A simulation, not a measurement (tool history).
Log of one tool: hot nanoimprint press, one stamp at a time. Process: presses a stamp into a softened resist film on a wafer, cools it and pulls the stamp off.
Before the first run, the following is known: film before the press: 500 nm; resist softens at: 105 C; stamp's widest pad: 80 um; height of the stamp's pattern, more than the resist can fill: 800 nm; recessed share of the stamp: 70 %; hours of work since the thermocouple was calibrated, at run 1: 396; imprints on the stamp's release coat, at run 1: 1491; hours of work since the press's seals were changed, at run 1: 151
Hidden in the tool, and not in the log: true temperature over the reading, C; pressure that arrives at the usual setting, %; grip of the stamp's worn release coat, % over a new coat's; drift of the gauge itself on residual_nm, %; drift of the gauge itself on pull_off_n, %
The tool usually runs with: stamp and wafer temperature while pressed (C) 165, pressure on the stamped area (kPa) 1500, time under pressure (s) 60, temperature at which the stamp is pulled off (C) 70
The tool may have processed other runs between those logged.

| run | hour | stamp and wafer temperature while pressed (C) | pressure on the stamped area (kPa) | time under pressure (s) | temperature at which the stamp is pulled off (C) | hours of work since the thermocouple was calibrated | imprints on the stamp's release coat | hours of work since the press's seals were changed | resist left under the stamp's widest pad (nm) | greatest force while the stamp is pulled off (N) |
|---|---|---|---|---|---|---|---|---|---|---|
| 1 | 0 | 165 | 1500 | 60 | 70 | 396 | 1491 | 151 | 252.2 | 207 |
| 2 | 43.8 | 165 | 1500 | 60 | 70 | 420 | 1583 | 176 | 249.9 | 216 |
| 3 | 88.9 | 165 | 1500 | 60 | 70 | 446 | 1678 | 201 | 251 | 217 |
| 4 | 161.6 | 165 | 1500 | 60 | 70 | 486 | 1831 | 241 | 251.9 | 220 |
| 5 | 232.2 | 177 | 1500 | 60 | 70 | 526 | 1980 | 281 | 153.2 | 235 |
| 6 | 286.6 | 165 | 1500 | 60 | 70 | 556 | 2094 | 311 | 250.3 | 247 |
|  | 317.5 | stamp cleaned and given a new release coat |
|  | 350.7 | plate thermocouple calibrated |
| 7 | 361.6 | 165 | 1500 | 60 | 70 | 6 | 86 | 348 | 246.9 | 130 |
| 8 | 438 | 173 | 1820 | 69 | 67 | 49 | 247 | 391 | 152 | 145 |
| 9 | 483.4 | 156 | 1820 | 69 | 66 | 74 | 343 | 416 | 316 | 154 |
| 10 | 523.1 | 156 | 1080 | 69 | 74 | 96 | 427 | 439 | 377.2 | 134 |
|  | 536.5 | plate thermocouple calibrated, once more |
| 11 | 569 | 156 | 1080 | 69 | 74 | 18 | 517 | 463 | 392.2 | 144 |
| 12 | 639.4 | 156 | 1080 | 69 | 74 | 58 | 665 | 502 | 391 | 155 |

Below are 5 alternative next runs, each starting from the tool's condition after run 12. Predict each:
| A | 697.7 | 172 | 1080 | 32 | 71 | 90 | 788 | 535 | ? | ? |
| B | 697.7 | 156 | 1980 | 69 | 65 | 90 | 788 | 535 | ? | ? |
| C | 697.7 | 168 | 1740 | 60 | 61 | 90 | 788 | 535 | ? | ? |
| D | 697.7 | 171 | 1080 | 53 | 74 | 90 | 788 | 535 | ? | ? |
| E | 697.7 | 165 | 1450 | 60 | 70 | 90 | 788 | 535 | ? | ? |

| run | resist left under the stamp's widest pad (nm) | greatest force while the stamp is pulled off (N) |
|---|---|---|
| A | 282.6 | 168 |
| B | 323.8 | 183 |
| C | 215 | 197 |
| D | 250 | 159 |
| E | 266.6 | 163 |
With the hidden condition removed and each run's random variation left untouched, the same runs would have given:
| run | resist left under the stamp's widest pad (nm) | greatest force while the stamp is pulled off (N) |
|---|---|---|
| A | 280.3 | 127 |
| B | 319.1 | 139 |
| C | 211.3 | 149 |
| D | 247.9 | 120 |
| E | 263.5 | 123 |
